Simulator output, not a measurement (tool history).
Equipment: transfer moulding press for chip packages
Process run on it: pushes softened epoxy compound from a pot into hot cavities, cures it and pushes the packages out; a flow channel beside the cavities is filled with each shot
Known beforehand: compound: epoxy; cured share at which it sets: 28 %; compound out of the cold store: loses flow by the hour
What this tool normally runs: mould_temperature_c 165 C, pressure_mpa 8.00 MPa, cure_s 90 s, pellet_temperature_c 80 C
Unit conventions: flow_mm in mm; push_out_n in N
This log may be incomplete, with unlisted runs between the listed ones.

| run | hour | mould_temperature_c | pressure_mpa | cure_s | pellet_temperature_c | incoming compound's hours out of the cold store | flow_mm | push_out_n |
|---|---|---|---|---|---|---|---|---|
| 1 | 0.0 | 165 | 8.00 | 90 | 80 | 29.0 | 742 | 535 |
| 2 | 8.9 | 165 | 8.00 | 90 | 80 | 44.0 | 689 | 590 |
|  | 19.8 | cavities cleaned with cleaning compound and waxed |
| 3 | 26.6 | 165 | 7.23 | 90 | 80 | 33.1 | 689 | 414 |
| 4 | 39.7 | 165 | 7.23 | 90 | 80 | 46.9 | 645 | 501 |
| 5 | 55.5 | 165 | 8.00 | 90 | 80 | 32.1 | 730 | 586 |
|  | 62.5 | cavities cleaned with cleaning compound and waxed |
| 6 | 66.4 | 165 | 8.00 | 90 | 80 | 12.8 | 796 | 400 |
| 7 | 76.6 | 165 | 8.00 | 90 | 85 | 13.9 | 793 | 489 |
| 8 | 85.4 | 165 | 8.00 | 108 | 85 | 12.6 | 798 | 517 |
| 9 | 100.1 | 165 | 8.00 | 108 | 85 | 20.6 | 761 | 553 |
|  | 105.8 | cavities cleaned with cleaning compound and waxed |
| 10 | 114.1 | 165 | 8.00 | 108 | 73 | 40.9 | 695 | 405 |
| 11 | 126.4 | 165 | 8.00 | 108 | 73 | 31.9 | 724 | 467 |
| 12 | 143.4 | 165 | 8.00 | 108 | 73 | 30.1 | 730 | 564 |
|  | 149.7 | cavities cleaned with cleaning compound and waxed |
| 13 | 160.2 | 165 | 8.00 | 108 | 73 | 8.2 | 806 | 424 |
|  | 163.8 | mould's thermocouples calibrated |
| 14 | 173.3 | 165 | 8.00 | 90 | 80 | 19.5 | 761 | 527 |
| 15 | 190.2 | 160 | 9.90 | 90 | 88 | 20.0 | 861 | 758 |
|  | 195.4 | cavities cleaned with cleaning compound and waxed |
|  | 201.6 | mould's thermocouples calibrated, once more |
| 16 | 204.9 | 168 | 9.91 | 95 | 75 | 19.0 | 837 | 390 |
| 17 | 219.1 | 168 | 9.91 | 86 | 70 | 16.2 | 847 | 514 |
| 18 | 236.0 | 164 | 9.68 | 109 | 88 | 46.4 | 738 | 577 |
|  | 240.0 | cavities cleaned with cleaning compound and waxed |
| 19 | 257.2 | 163 | 7.44 | 109 | 78 | 38.5 | 672 | 470 |
| 20 | 268.2 | 165 | 8.41 | 111 | 77 | 30.6 | 733 | 521 |
|  | 283.6 | cavities cleaned with cleaning compound and waxed |
| 21 | 285.6 | 165 | 8.41 | 111 | 77 | 40.1 | 697 | 360 |
| 22 | 302.4 | 165 | 8.41 | 111 | 77 | 10.6 | 803 | 479 |
| 23 | 315.5 | 165 | 7.11 | 90 | 73 | 25.0 | 687 | 577 |
|  | 326.1 | cavities cleaned with cleaning compound and waxed |
| 24 | 332.7 | 165 | 7.11 | 90 | 73 | 29.6 | 671 | 402 |
| 25 | 342.9 | 165 | 9.95 | 98 | 73 | 29.4 | 795 | 466 |
| 26 | 351.9 | 165 | 8.00 | 90 | 87 | 14.3 | 764 | 544 |
|  | 368.9 | cavities cleaned with cleaning compound and waxed |
| 27 | 374.0 | 164 | 8.00 | 103 | 87 | 8.2 | 792 | 402 |

Some steps in flow_mm, run to run, broken into two amounts with sign: the step expected even without the hidden condition (settings, incoming material, random variation), and the rest, left for the hidden condition together with whatever gauge scatter is not in both the measured and the hidden-condition-free result:
Unlogged tool condition in this case: true mould temperature over the reading, C; pressure that reaches the compound, % of what is set; grip of the stained cavities, % over clean ones'; drift of the gauge itself on flow_mm, %; drift of the gauge itself on push_out_n, %.
Run 15 -> 16: mould_temperature_c 160 -> 168, pressure_mpa 9.90 -> 9.91, cure_s 90 -> 95, pellet_temperature_c 88 -> 75, cavities cleaned with cleaning compound and waxed, mould's thermocouples calibrated, once more. flow_mm -24 mm: hidden state -4, all else -20.
Run 22 -> 23: pressure_mpa 8.41 -> 7.11, cure_s 111 -> 90, pellet_temperature_c 77 -> 73. flow_mm -116 mm: hidden state +3, all else -119.
Run 24 -> 25: pressure_mpa 7.11 -> 9.95, cure_s 90 -> 98. flow_mm +124 mm: hidden state -5, all else +129.
